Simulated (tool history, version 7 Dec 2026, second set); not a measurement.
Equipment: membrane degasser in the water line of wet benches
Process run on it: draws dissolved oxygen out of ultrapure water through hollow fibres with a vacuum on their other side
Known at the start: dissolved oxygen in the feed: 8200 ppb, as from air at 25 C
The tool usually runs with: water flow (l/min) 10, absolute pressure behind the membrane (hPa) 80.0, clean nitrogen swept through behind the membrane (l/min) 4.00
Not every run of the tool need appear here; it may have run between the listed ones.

run,hour,water flow (l/min),absolute pressure behind the membrane (hPa),clean nitrogen swept through behind the membrane (l/min),dissolved oxygen in the water behind the degasser (ppb),pressure that the water loses in the fibres (hPa)
1,0.0,10,80.0,4.00,104.4,281.2
2,79.0,10,80.0,4.00,106.0,278.4
3,253.7,10,80.0,4.00,107.6,279.7
4,358.0,7,80.0,4.00,59.1,195.7
5,510.8,10,80.0,4.00,105.7,276.5
6,646.7,10,80.0,4.00,104.3,279.1
7,755.8,10,80.0,4.00,105.2,282.1
8,932.1,10,80.0,4.00,106.4,278.9
9,1016.5,10,80.0,4.61,100.6,281.3
10,1124.8,10,80.0,4.61,102.2,282.1
11,1208.8,10,196.3,3.36,193.8,277.5
12,1391.1,7,80.0,10.21,46.1,195.3
13,1544.2,7,100.1,4.36,64.4,195.1
14,1681.6,7,192.9,4.36,104.0,195.4
15,1774.9,11,117.1,4.36,142.0,308.7
16,1860.6,12,149.8,4.00,190.3,334.9
17,2044.6,7,149.8,4.00,88.5,196.5

Here are 5 independent what-if runs from the current tool condition. What would each one return?
A,2135.4,10,105.3,5.25,?,?
B,2135.4,6,93.1,4.17,?,?
C,2135.4,13,80.0,4.00,?,?
D,2135.4,8,80.0,2.35,?,?
E,2135.4,7,149.8,4.00,?,?

run,dissolved oxygen in the water behind the degasser (ppb),pressure that the water loses in the fibres (hPa)
A,110.2,280.8
B,48.6,166.8
C,155.7,363.0
D,89.0,223.3
E,89.9,195.4
With no hidden state in the tool, these same runs would have given:
run,dissolved oxygen in the water behind the degasser (ppb),pressure that the water loses in the fibres (hPa)
A,110.1,280.7
B,48.5,166.8
C,155.6,362.9
D,88.9,223.3
E,89.8,195.4

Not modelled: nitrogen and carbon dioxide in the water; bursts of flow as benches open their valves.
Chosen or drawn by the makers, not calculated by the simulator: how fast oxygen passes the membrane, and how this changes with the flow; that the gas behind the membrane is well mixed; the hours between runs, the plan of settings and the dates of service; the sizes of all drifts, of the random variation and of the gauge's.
